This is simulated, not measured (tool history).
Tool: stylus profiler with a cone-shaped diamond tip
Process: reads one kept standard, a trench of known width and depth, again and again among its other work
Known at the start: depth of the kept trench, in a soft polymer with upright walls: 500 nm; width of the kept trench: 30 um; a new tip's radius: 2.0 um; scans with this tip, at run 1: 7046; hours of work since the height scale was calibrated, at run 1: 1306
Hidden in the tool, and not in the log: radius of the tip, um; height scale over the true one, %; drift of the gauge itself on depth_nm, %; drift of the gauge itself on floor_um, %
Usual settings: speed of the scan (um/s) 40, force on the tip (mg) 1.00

| run | day | speed of the scan (um/s) | force on the tip (mg) | scans with this tip | hours of work since the height scale was calibrated | depth of the trench (nm) | width of the trench's floor (um) |
|---|---|---|---|---|---|---|---|
| 1 | 0.000 | 40 | 1.00 | 7046 | 1306 | 504.81 | 27.16 |
| 2 | 2.262 | 40 | 1.00 | 7243 | 1343 | 504.72 | 27.14 |
| 3 | 3.875 | 40 | 0.59 | 7383 | 1369 | 503.34 | 27.07 |
| 4 | 5.967 | 53 | 1.00 | 7565 | 1402 | 504.63 | 27.07 |
| 5 | 7.879 | 40 | 1.07 | 7731 | 1433 | 504.86 | 27.10 |
| 6 | 10.558 | 40 | 1.07 | 7964 | 1476 | 505.29 | 27.10 |
| 7 | 12.712 | 64 | 1.33 | 8151 | 1511 | 505.76 | 27.05 |

Run 8 comes next. What will it give?
| 8 | 14.838 | 64 | 1.33 | 8336 | 1545 | ? | ? |

Run 8 gave depth of the trench (nm) 505.99, width of the trench's floor (um) 27.07.
Without the tool's hidden state the same run would have given depth of the trench (nm) 505.91, width of the trench's floor (um) 27.07.
